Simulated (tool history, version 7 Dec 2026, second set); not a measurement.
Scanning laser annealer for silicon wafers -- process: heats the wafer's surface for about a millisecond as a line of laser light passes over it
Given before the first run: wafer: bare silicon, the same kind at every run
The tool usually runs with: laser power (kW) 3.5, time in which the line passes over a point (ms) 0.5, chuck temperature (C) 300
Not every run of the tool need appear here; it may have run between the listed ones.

| run | hour | laser power (kW) | time in which the line passes over a point (ms) | chuck temperature (C) | highest temperature of the surface (C) |
|---|---|---|---|---|---|
| 1 | 0 | 3.5 | 0.5 | 300 | 1033 |
| 2 | 36.7 | 3.5 | 0.5 | 300 | 1029 |
| 3 | 55.8 | 3.5 | 0.5 | 332 | 1060 |
| 4 | 96.3 | 3.5 | 0.5 | 300 | 1026 |
| 5 | 126.9 | 3.5 | 0.5 | 300 | 1024 |
| 6 | 171.1 | 3.5 | 0.5 | 334 | 1055 |
|  | 210.1 | optics aligned, line set to its width |
| 7 | 210.1 | 3.5 | 0.5 | 334 | 1064 |
| 8 | 249.8 | 3.5 | 0.5 | 300 | 1032 |
| 9 | 270.7 | 3.5 | 0.5 | 300 | 1026 |
| 10 | 306 | 3.5 | 0.457 | 300 | 989 |
|  | 316.1 | window over the wafer cleaned |
| 11 | 353.5 | 3.5 | 0.414 | 300 | 982 |
| 12 | 392.8 | 3.5 | 0.414 | 300 | 979 |
| 13 | 413.6 | 3.5 | 0.414 | 300 | 978 |
| 14 | 437.9 | 3.5 | 0.414 | 300 | 980 |
| 15 | 479.1 | 3.5 | 0.414 | 300 | 978 |
| 16 | 507.5 | 3.5 | 0.414 | 300 | 975 |
| 17 | 544.1 | 3.5 | 0.414 | 300 | 972 |
| 18 | 571.6 | 3.5 | 0.414 | 300 | 975 |
| 19 | 611.3 | 3.5 | 0.414 | 300 | 973 |
|  | 618.4 | laser's power meter calibrated |
| 20 | 652.6 | 3.5 | 0.5 | 311 | 1051 |
| 21 | 675.4 | 3.454 | 0.5 | 334 | 1064 |
| 22 | 719.9 | 3.454 | 0.5 | 334 | 1063 |
| 23 | 750 | 3.5 | 0.467 | 282 | 994 |
| 24 | 779.7 | 3.438 | 0.509 | 286 | 1021 |
| 25 | 800.6 | 3.753 | 0.498 | 313 | 1106 |
| 26 | 843.1 | 3.5 | 0.501 | 266 | 1001 |
| 27 | 869.8 | 3.5 | 0.501 | 266 | 1000 |

Here are 5 independent what-if runs from the current tool condition. What would each one return?
|  | 888.4 | laser's power meter calibrated, once more |
| A | 915.7 | 3.71 | 0.591 | 271 | ? |
|  | 888.4 | laser's power meter calibrated, once more |
| B | 915.7 | 3.699 | 0.437 | 321 | ? |
|  | 888.4 | laser's power meter calibrated, once more |
| C | 915.7 | 3.5 | 0.414 | 266 | ? |
|  | 888.4 | laser's power meter calibrated, once more |
| D | 915.7 | 3.287 | 0.501 | 266 | ? |
|  | 888.4 | laser's power meter calibrated, once more |
| E | 915.7 | 3.5 | 0.488 | 321 | ? |

| run | highest temperature of the surface (C) |
|---|---|
| A | 1128 |
| B | 1049 |
| C | 927 |
| D | 950 |
| E | 1045 |
Had the tool no hidden state, the same runs would have come out as:
| run | highest temperature of the surface (C) |
|---|---|
| A | 1156 |
| B | 1073 |
| C | 949 |
| D | 972 |
| E | 1069 |
